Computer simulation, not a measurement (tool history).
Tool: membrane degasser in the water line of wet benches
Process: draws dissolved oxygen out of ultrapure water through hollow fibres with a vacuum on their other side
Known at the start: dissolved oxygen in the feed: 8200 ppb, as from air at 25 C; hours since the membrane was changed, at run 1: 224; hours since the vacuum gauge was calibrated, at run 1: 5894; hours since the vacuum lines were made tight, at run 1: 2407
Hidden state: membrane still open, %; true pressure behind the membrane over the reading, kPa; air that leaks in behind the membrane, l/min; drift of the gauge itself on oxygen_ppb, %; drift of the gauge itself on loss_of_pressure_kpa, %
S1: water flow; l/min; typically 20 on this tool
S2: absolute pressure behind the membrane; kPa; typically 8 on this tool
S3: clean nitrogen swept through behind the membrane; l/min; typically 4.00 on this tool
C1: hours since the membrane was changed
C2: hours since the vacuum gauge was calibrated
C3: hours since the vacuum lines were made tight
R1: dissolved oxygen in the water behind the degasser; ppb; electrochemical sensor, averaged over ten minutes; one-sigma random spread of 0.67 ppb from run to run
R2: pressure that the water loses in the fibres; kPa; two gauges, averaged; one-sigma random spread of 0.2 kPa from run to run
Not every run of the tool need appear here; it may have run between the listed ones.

Run 1, hour 0.0: usual settings; C1 224; C2 5894; C3 2407. Result: R1 60.1 ppb, R2 44.29 kPa.
Run 2, hour 73.6: usual settings; C1 298; C2 5967; C3 2481. Result: R1 59.8 ppb, R2 44.42 kPa.
Run 3, hour 129.3: usual settings; C1 354; C2 6023; C3 2536. Result: R1 59.1 ppb, R2 44.22 kPa.
Run 4, hour 171.2: usual settings but S3 11.47 l/min; C1 396; C2 6065; C3 2578. Result: R1 22.9 ppb, R2 44.33 kPa.
Run 5, hour 249.2: usual settings but S3 6.02 l/min; C1 474; C2 6143; C3 2656. Result: R1 40.7 ppb, R2 44.16 kPa.
Run 6, hour 290.9: usual settings; C1 515; C2 6184; C3 2698. Result: R1 60.7 ppb, R2 44.11 kPa.

Run 7 is up next; what results do you expect?
Run 7, hour 343.6: usual settings; C1 568; C2 6237; C3 2751. Result: R1 ?, R2 ?.

Run 7 came out at R1 60.4 ppb, R2 44.25 kPa.
If the tool had no hidden condition, the same run with the same run-to-run variation would have returned R1 60.2 ppb, R2 44.53 kPa.

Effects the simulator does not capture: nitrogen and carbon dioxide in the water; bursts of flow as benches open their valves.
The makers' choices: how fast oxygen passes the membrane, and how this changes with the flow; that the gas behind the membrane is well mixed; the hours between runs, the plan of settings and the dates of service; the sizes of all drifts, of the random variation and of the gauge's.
